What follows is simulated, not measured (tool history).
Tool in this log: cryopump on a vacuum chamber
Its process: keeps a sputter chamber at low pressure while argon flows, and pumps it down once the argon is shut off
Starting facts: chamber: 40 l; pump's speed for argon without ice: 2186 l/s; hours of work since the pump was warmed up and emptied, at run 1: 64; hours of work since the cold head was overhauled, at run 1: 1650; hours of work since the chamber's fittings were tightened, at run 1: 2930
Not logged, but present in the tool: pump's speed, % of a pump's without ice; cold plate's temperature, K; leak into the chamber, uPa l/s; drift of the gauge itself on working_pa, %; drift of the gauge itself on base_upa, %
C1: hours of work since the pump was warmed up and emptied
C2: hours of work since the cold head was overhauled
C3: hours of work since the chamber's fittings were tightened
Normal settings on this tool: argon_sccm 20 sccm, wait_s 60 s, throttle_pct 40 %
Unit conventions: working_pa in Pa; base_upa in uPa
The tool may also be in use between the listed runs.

run 1 hour=0 | argon_sccm=20 wait_s=60 throttle_pct=40 | C1=64 C2=1650 C3=2930 | working_pa=0.0403 base_upa=2.16
-- hour=54.3 leaking fittings of the chamber tightened, without venting
run 2 hour=99.3 | argon_sccm=20 wait_s=110 throttle_pct=40 | C1=118 C2=1704 C3=25 | working_pa=0.0405 base_upa=0.72
run 3 hour=195.1 | argon_sccm=20 wait_s=110 throttle_pct=40 | C1=172 C2=1758 C3=78 | working_pa=0.0417 base_upa=0.7
run 4 hour=281.2 | argon_sccm=20 wait_s=110 throttle_pct=40 | C1=220 C2=1806 C3=126 | working_pa=0.0425 base_upa=0.76
run 5 hour=386.6 | argon_sccm=20 wait_s=110 throttle_pct=40 | C1=278 C2=1864 C3=185 | working_pa=0.0443 base_upa=0.82
run 6 hour=475.6 | argon_sccm=20 wait_s=257 throttle_pct=40 | C1=328 C2=1914 C3=235 | working_pa=0.0455 base_upa=0.58
-- hour=520.2 pump warmed up, emptied and cooled again
run 7 hour=587.1 | argon_sccm=20 wait_s=60 throttle_pct=40 | C1=37 C2=1973 C3=294 | working_pa=0.0402 base_upa=1.19
run 8 hour=644.2 | argon_sccm=20 wait_s=28 throttle_pct=40 | C1=69 C2=2005 C3=326 | working_pa=0.0403 base_upa=2.26
run 9 hour=742.7 | argon_sccm=20 wait_s=28 throttle_pct=40 | C1=124 C2=2060 C3=381 | working_pa=0.0412 base_upa=2.23
run 10 hour=844.9 | argon_sccm=20 wait_s=28 throttle_pct=27 | C1=181 C2=2117 C3=438 | working_pa=0.0613 base_upa=2.32
run 11 hour=930.3 | argon_sccm=20 wait_s=28 throttle_pct=27 | C1=229 C2=2164 C3=485 | working_pa=0.0615 base_upa=2.41
run 12 hour=993.2 | argon_sccm=20 wait_s=60 throttle_pct=19 | C1=264 C2=2200 C3=520 | working_pa=0.0873 base_upa=1.37
run 13 hour=1077.7 | argon_sccm=20 wait_s=60 throttle_pct=40 | C1=311 C2=2247 C3=568 | working_pa=0.0451 base_upa=1.44
run 14 hour=1127.1 | argon_sccm=20 wait_s=60 throttle_pct=42 | C1=338 C2=2274 C3=595 | working_pa=0.0449 base_upa=1.49
-- hour=1155.8 pump warmed up, emptied and cooled again
run 15 hour=1225.8 | argon_sccm=20 wait_s=60 throttle_pct=40 | C1=39 C2=2326 C3=647 | working_pa=0.0402 base_upa=1.33
run 16 hour=1286.5 | argon_sccm=20 wait_s=60 throttle_pct=40 | C1=73 C2=2360 C3=681 | working_pa=0.0409 base_upa=1.39
run 17 hour=1370 | argon_sccm=20 wait_s=60 throttle_pct=40 | C1=119 C2=2407 C3=728 | working_pa=0.0419 base_upa=1.37
run 18 hour=1443.5 | argon_sccm=20 wait_s=60 throttle_pct=40 | C1=160 C2=2448 C3=769 | working_pa=0.0408 base_upa=1.45
run 19 hour=1545.4 | argon_sccm=11 wait_s=30 throttle_pct=40 | C1=217 C2=2505 C3=825 | working_pa=0.0236 base_upa=2.32
run 20 hour=1600.3 | argon_sccm=27 wait_s=128 throttle_pct=23 | C1=248 C2=2535 C3=856 | working_pa=0.0976 base_upa=1.06
run 21 hour=1646 | argon_sccm=28 wait_s=60 throttle_pct=27 | C1=273 C2=2561 C3=881 | working_pa=0.0878 base_upa=1.56
run 22 hour=1741.5 | argon_sccm=14 wait_s=174 throttle_pct=20 | C1=326 C2=2614 C3=935 | working_pa=0.0595 base_upa=1.07
-- hour=1789.6 pump warmed up, emptied and cooled again
run 23 hour=1806.2 | argon_sccm=20 wait_s=69 throttle_pct=19 | C1=9 C2=2647 C3=968 | working_pa=0.0822 base_upa=1.29
run 24 hour=1865.7 | argon_sccm=22 wait_s=56 throttle_pct=19 | C1=42 C2=2680 C3=1001 | working_pa=0.0912 base_upa=1.61
run 25 hour=1955.4 | argon_sccm=22 wait_s=56 throttle_pct=19 | C1=92 C2=2730 C3=1051 | working_pa=0.0932 base_upa=1.6
run 26 hour=2026.6 | argon_sccm=22 wait_s=121 throttle_pct=19 | C1=132 C2=2770 C3=1091 | working_pa=0.0931 base_upa=1.13
run 27 hour=2093.3 | argon_sccm=20 wait_s=35 throttle_pct=28 | C1=169 C2=2807 C3=1128 | working_pa=0.0591 base_upa=2.29
run 28 hour=2175.9 | argon_sccm=20 wait_s=21 throttle_pct=18 | C1=215 C2=2853 C3=1174 | working_pa=0.0918 base_upa=3.22
run 29 hour=2242.9 | argon_sccm=16 wait_s=127 throttle_pct=54 | C1=253 C2=2890 C3=1211 | working_pa=0.028 base_upa=1.24
run 30 hour=2329.7 | argon_sccm=16 wait_s=94 throttle_pct=16 | C1=301 C2=2939 C3=1260 | working_pa=0.0839 base_upa=1.54
run 31 hour=2398.6 | argon_sccm=20 wait_s=66 throttle_pct=50 | C1=339 C2=2977 C3=1298 | working_pa=0.0391 base_upa=1.79
-- hour=2427.5 pump warmed up, emptied and cooled again
run 32 hour=2503.3 | argon_sccm=8 wait_s=122 throttle_pct=16 | C1=42 C2=3033 C3=1354 | working_pa=0.0393 base_upa=1.16
run 33 hour=2568.6 | argon_sccm=8 wait_s=122 throttle_pct=16 | C1=79 C2=3069 C3=1390 | working_pa=0.0396 base_upa=1.18

Forecast each of these 4 alternatives for the next run:
run A hour=2632.2 | argon_sccm=11 wait_s=122 throttle_pct=16 | C1=114 C2=3105 C3=1426 | working_pa=? base_upa=?
run B hour=2632.2 | argon_sccm=16 wait_s=33 throttle_pct=16 | C1=114 C2=3105 C3=1426 | working_pa=? base_upa=?
run C hour=2632.2 | argon_sccm=22 wait_s=95 throttle_pct=40 | C1=114 C2=3105 C3=1426 | working_pa=? base_upa=?
run D hour=2632.2 | argon_sccm=17 wait_s=122 throttle_pct=16 | C1=114 C2=3105 C3=1426 | working_pa=? base_upa=?

run=A working_pa=0.0545 base_upa=1.26
run=B working_pa=0.0807 base_upa=2.45
run=C working_pa=0.0455 base_upa=1.39
run=D working_pa=0.0846 base_upa=1.27
What these runs would have given with no unlogged condition in the tool:
run=A working_pa=0.053 base_upa=0.6
run=B working_pa=0.0785 base_upa=1.78
run=C working_pa=0.0425 base_upa=0.7
run=D working_pa=0.0823 base_upa=0.59
